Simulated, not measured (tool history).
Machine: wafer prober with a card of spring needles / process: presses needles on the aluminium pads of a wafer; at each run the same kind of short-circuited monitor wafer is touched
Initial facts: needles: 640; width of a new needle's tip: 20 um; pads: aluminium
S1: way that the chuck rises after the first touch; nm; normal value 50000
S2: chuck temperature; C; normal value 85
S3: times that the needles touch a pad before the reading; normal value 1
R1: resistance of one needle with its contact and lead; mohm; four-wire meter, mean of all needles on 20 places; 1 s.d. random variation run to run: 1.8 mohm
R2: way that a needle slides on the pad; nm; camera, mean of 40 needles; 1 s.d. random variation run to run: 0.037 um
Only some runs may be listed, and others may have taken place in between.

run	hour	S1	S2	S3	R1	R2
1	0	50000	85	1	181	7670
2	12.3	50000	85	1	182	7620
3	23.3	50000	85	1	183	7610
# hour 27.6: tips cleaned on abrasive film
4	34.8	50000	85	2	180	7580
# hour 54.9: tips cleaned on abrasive film
5	54.9	50000	85	2	178	7570
6	74.3	50000	85	2	178	7550
# hour 82: tips cleaned on abrasive film
7	95.6	50000	122	2	186	7580
8	108.5	50000	122	2	186	7600
# hour 110.5: tips cleaned on abrasive film
9	128.2	51000	85	1	179	7700
# hour 138.2: tips cleaned on abrasive film
10	143.7	51000	95	1	182	7790
# hour 149.5: height of the first contact set anew
11	162.1	51000	112	1	184	7780
# hour 166.9: tips cleaned on abrasive film
12	173	51000	112	1	184	7810
13	189.5	53000	90	1	179	8150
# hour 194.1: tips cleaned on abrasive film
14	201.1	53000	90	1	179	8110
15	216.7	68000	49	1	167	10460
# hour 221.9: tips cleaned on abrasive film
16	236.4	68000	49	1	169	10460
# hour 249.5: tips cleaned on abrasive film
17	249.5	46000	67	3	179	7090
18	265.8	46000	67	3	177	7090
# hour 277.8: tips cleaned on abrasive film
19	286.3	44000	48	1	172	6770
20	304.6	49000	85	1	178	7540
# hour 306.3: tips cleaned on abrasive film
21	319.5	42000	99	3	184	6510
# hour 334.4: tips cleaned on abrasive film
22	337.5	37000	36	2	176	5740

Forecast each of these 4 alternatives for the next run:
A	354.1	52000	85	1	?	?
B	354.1	63000	85	1	?	?
C	354.1	54000	103	2	?	?
D	354.1	37000	28	2	?	?

run	R1	R2
A	179	8030
B	173	9720
C	180	8350
D	172	5750
With the hidden condition removed and each run's random variation left untouched, the same runs would have given:
run	R1	R2
A	178	7890
B	172	9540
C	180	8200
D	172	5650
